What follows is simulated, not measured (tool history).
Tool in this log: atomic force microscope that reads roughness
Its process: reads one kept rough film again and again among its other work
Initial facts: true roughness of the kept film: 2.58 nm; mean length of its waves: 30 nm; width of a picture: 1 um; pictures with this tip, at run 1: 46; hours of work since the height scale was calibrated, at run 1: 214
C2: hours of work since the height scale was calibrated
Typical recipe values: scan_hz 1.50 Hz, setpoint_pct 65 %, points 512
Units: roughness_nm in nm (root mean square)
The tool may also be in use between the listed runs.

{"run": 1, "day": 0.0, "scan_hz": 1.5, "setpoint_pct": 65, "points": 512, "pictures with this tip": 46, "C2": 214, "roughness_nm": 2.327}
{"run": 2, "day": 0.246, "scan_hz": 1.5, "setpoint_pct": 87, "points": 512, "pictures with this tip": 53, "C2": 218, "roughness_nm": 2.155}
{"run": 3, "day": 0.433, "scan_hz": 1.5, "setpoint_pct": 87, "points": 512, "pictures with this tip": 58, "C2": 221, "roughness_nm": 2.163}
{"run": 4, "day": 0.667, "scan_hz": 1.5, "setpoint_pct": 65, "points": 357, "pictures with this tip": 66, "C2": 225, "roughness_nm": 2.352}
{"run": 5, "day": 0.979, "scan_hz": 0.8, "setpoint_pct": 65, "points": 512, "pictures with this tip": 75, "C2": 230, "roughness_nm": 2.376}
{"run": 6, "day": 1.304, "scan_hz": 0.8, "setpoint_pct": 65, "points": 512, "pictures with this tip": 84, "C2": 236, "roughness_nm": 2.376}
{"run": 7, "day": 1.579, "scan_hz": 0.8, "setpoint_pct": 65, "points": 512, "pictures with this tip": 93, "C2": 241, "roughness_nm": 2.397}
{"run": 8, "day": 1.75, "scan_hz": 0.8, "setpoint_pct": 65, "points": 512, "pictures with this tip": 98, "C2": 243, "roughness_nm": 2.382}
{"run": 9, "day": 2.088, "scan_hz": 0.8, "setpoint_pct": 65, "points": 512, "pictures with this tip": 108, "C2": 249, "roughness_nm": 2.386}
{"run": 10, "day": 2.408, "scan_hz": 0.8, "setpoint_pct": 65, "points": 512, "pictures with this tip": 117, "C2": 255, "roughness_nm": 2.382}
{"run": 11, "day": 2.688, "scan_hz": 1.5, "setpoint_pct": 65, "points": 702, "pictures with this tip": 126, "C2": 259, "roughness_nm": 2.344}
{"run": 12, "day": 2.9, "scan_hz": 1.5, "setpoint_pct": 65, "points": 540, "pictures with this tip": 132, "C2": 263, "roughness_nm": 2.337}
{"run": 13, "day": 3.117, "scan_hz": 1.5, "setpoint_pct": 65, "points": 512, "pictures with this tip": 138, "C2": 266, "roughness_nm": 2.332}
{"run": 14, "day": 3.288, "scan_hz": 1.5, "setpoint_pct": 65, "points": 512, "pictures with this tip": 143, "C2": 269, "roughness_nm": 2.32}
{"day": 3.667, "done": "new tip fitted"}
{"run": 15, "day": 3.667, "scan_hz": 1.5, "setpoint_pct": 65, "points": 512, "pictures with this tip": 0, "C2": 275, "roughness_nm": 2.344}
{"run": 16, "day": 3.85, "scan_hz": 1.5, "setpoint_pct": 65, "points": 512, "pictures with this tip": 5, "C2": 278, "roughness_nm": 2.348}
{"run": 17, "day": 4.138, "scan_hz": 0.51, "setpoint_pct": 65, "points": 512, "pictures with this tip": 14, "C2": 283, "roughness_nm": 2.416}
{"run": 18, "day": 4.546, "scan_hz": 1.5, "setpoint_pct": 65, "points": 512, "pictures with this tip": 26, "C2": 290, "roughness_nm": 2.343}
{"run": 19, "day": 4.95, "scan_hz": 1.5, "setpoint_pct": 65, "points": 512, "pictures with this tip": 38, "C2": 297, "roughness_nm": 2.328}
{"run": 20, "day": 5.225, "scan_hz": 1.5, "setpoint_pct": 69, "points": 512, "pictures with this tip": 46, "C2": 302, "roughness_nm": 2.327}
{"run": 21, "day": 5.538, "scan_hz": 1.5, "setpoint_pct": 69, "points": 512, "pictures with this tip": 56, "C2": 307, "roughness_nm": 2.326}
{"run": 22, "day": 5.912, "scan_hz": 1.5, "setpoint_pct": 56, "points": 512, "pictures with this tip": 67, "C2": 313, "roughness_nm": 2.367}
{"run": 23, "day": 6.267, "scan_hz": 1.5, "setpoint_pct": 56, "points": 512, "pictures with this tip": 77, "C2": 319, "roughness_nm": 2.368}
{"run": 24, "day": 6.438, "scan_hz": 1.5, "setpoint_pct": 56, "points": 512, "pictures with this tip": 82, "C2": 322, "roughness_nm": 2.367}
{"run": 25, "day": 6.817, "scan_hz": 1.5, "setpoint_pct": 56, "points": 512, "pictures with this tip": 94, "C2": 329, "roughness_nm": 2.384}
{"run": 26, "day": 7.008, "scan_hz": 1.5, "setpoint_pct": 56, "points": 512, "pictures with this tip": 99, "C2": 332, "roughness_nm": 2.376}
{"run": 27, "day": 7.392, "scan_hz": 1.5, "setpoint_pct": 56, "points": 512, "pictures with this tip": 111, "C2": 338, "roughness_nm": 2.378}
{"run": 28, "day": 7.608, "scan_hz": 2.22, "setpoint_pct": 60, "points": 488, "pictures with this tip": 117, "C2": 342, "roughness_nm": 2.322}
{"run": 29, "day": 7.962, "scan_hz": 2.37, "setpoint_pct": 85, "points": 257, "pictures with this tip": 128, "C2": 348, "roughness_nm": 2.028}
{"run": 30, "day": 8.171, "scan_hz": 0.81, "setpoint_pct": 56, "points": 389, "pictures with this tip": 134, "C2": 351, "roughness_nm": 2.369}
{"run": 31, "day": 8.567, "scan_hz": 0.81, "setpoint_pct": 56, "points": 389, "pictures with this tip": 146, "C2": 358, "roughness_nm": 2.388}
{"day": 8.862, "done": "new tip fitted"}
{"run": 32, "day": 8.883, "scan_hz": 3.24, "setpoint_pct": 64, "points": 440, "pictures with this tip": 1, "C2": 363, "roughness_nm": 2.249}
{"run": 33, "day": 9.212, "scan_hz": 3.24, "setpoint_pct": 71, "points": 276, "pictures with this tip": 10, "C2": 369, "roughness_nm": 2.147}
{"run": 34, "day": 9.546, "scan_hz": 3.24, "setpoint_pct": 71, "points": 276, "pictures with this tip": 20, "C2": 374, "roughness_nm": 2.142}
{"run": 35, "day": 9.779, "scan_hz": 2.15, "setpoint_pct": 71, "points": 370, "pictures with this tip": 27, "C2": 378, "roughness_nm": 2.21}
{"run": 36, "day": 10.121, "scan_hz": 2.15, "setpoint_pct": 71, "points": 370, "pictures with this tip": 37, "C2": 384, "roughness_nm": 2.256}
{"run": 37, "day": 10.425, "scan_hz": 1.5, "setpoint_pct": 68, "points": 512, "pictures with this tip": 46, "C2": 389, "roughness_nm": 2.317}
{"run": 38, "day": 10.775, "scan_hz": 1.5, "setpoint_pct": 68, "points": 512, "pictures with this tip": 57, "C2": 395, "roughness_nm": 2.328}
{"run": 39, "day": 11.025, "scan_hz": 1.5, "setpoint_pct": 68, "points": 328, "pictures with this tip": 64, "C2": 399, "roughness_nm": 2.323}
{"run": 40, "day": 11.325, "scan_hz": 1.5, "setpoint_pct": 65, "points": 460, "pictures with this tip": 73, "C2": 404, "roughness_nm": 2.336}
{"run": 41, "day": 11.671, "scan_hz": 1.5, "setpoint_pct": 65, "points": 478, "pictures with this tip": 83, "C2": 410, "roughness_nm": 2.339}
{"run": 42, "day": 11.888, "scan_hz": 1.62, "setpoint_pct": 88, "points": 475, "pictures with this tip": 90, "C2": 414, "roughness_nm": 2.124}
{"run": 43, "day": 12.238, "scan_hz": 0.69, "setpoint_pct": 86, "points": 530, "pictures with this tip": 100, "C2": 420, "roughness_nm": 2.302}
{"run": 44, "day": 12.596, "scan_hz": 0.69, "setpoint_pct": 58, "points": 344, "pictures with this tip": 111, "C2": 426, "roughness_nm": 2.368}
{"run": 45, "day": 12.838, "scan_hz": 2.11, "setpoint_pct": 65, "points": 439, "pictures with this tip": 118, "C2": 430, "roughness_nm": 2.28}
{"run": 46, "day": 13.012, "scan_hz": 1.83, "setpoint_pct": 67, "points": 308, "pictures with this tip": 123, "C2": 433, "roughness_nm": 2.295}
{"run": 47, "day": 13.308, "scan_hz": 1.83, "setpoint_pct": 67, "points": 308, "pictures with this tip": 132, "C2": 438, "roughness_nm": 2.287}
{"run": 48, "day": 13.621, "scan_hz": 1.83, "setpoint_pct": 67, "points": 308, "pictures with this tip": 141, "C2": 443, "roughness_nm": 2.296}
{"run": 49, "day": 13.983, "scan_hz": 1.83, "setpoint_pct": 67, "points": 308, "pictures with this tip": 152, "C2": 449, "roughness_nm": 2.272}
{"day": 14.075, "done": "new tip fitted"}
{"run": 50, "day": 14.175, "scan_hz": 2.62, "setpoint_pct": 62, "points": 587, "pictures with this tip": 3, "C2": 452, "roughness_nm": 2.314}
{"run": 51, "day": 14.525, "scan_hz": 3.31, "setpoint_pct": 77, "points": 544, "pictures with this tip": 14, "C2": 458, "roughness_nm": 2.105}
{"run": 52, "day": 14.788, "scan_hz": 1.63, "setpoint_pct": 57, "points": 307, "pictures with this tip": 21, "C2": 462, "roughness_nm": 2.355}
{"run": 53, "day": 14.988, "scan_hz": 1.63, "setpoint_pct": 57, "points": 307, "pictures with this tip": 27, "C2": 466, "roughness_nm": 2.352}

Branching from run 53: 3 alternative next runs. What would each branch give?
{"run": "A", "day": 15.329, "scan_hz": 0.59, "setpoint_pct": 64, "points": 260, "pictures with this tip": 38, "C2": 471, "roughness_nm": "?"}
{"run": "B", "day": 15.329, "scan_hz": 1.78, "setpoint_pct": 69, "points": 439, "pictures with this tip": 38, "C2": 471, "roughness_nm": "?"}
{"run": "C", "day": 15.329, "scan_hz": 1.63, "setpoint_pct": 57, "points": 560, "pictures with this tip": 38, "C2": 471, "roughness_nm": "?"}

run=A roughness_nm=2.353
run=B roughness_nm=2.298
run=C roughness_nm=2.378
Take away the tool's hidden state, keep each run's random variation, and the runs would have read:
run=A roughness_nm=2.356
run=B roughness_nm=2.301
run=C roughness_nm=2.381
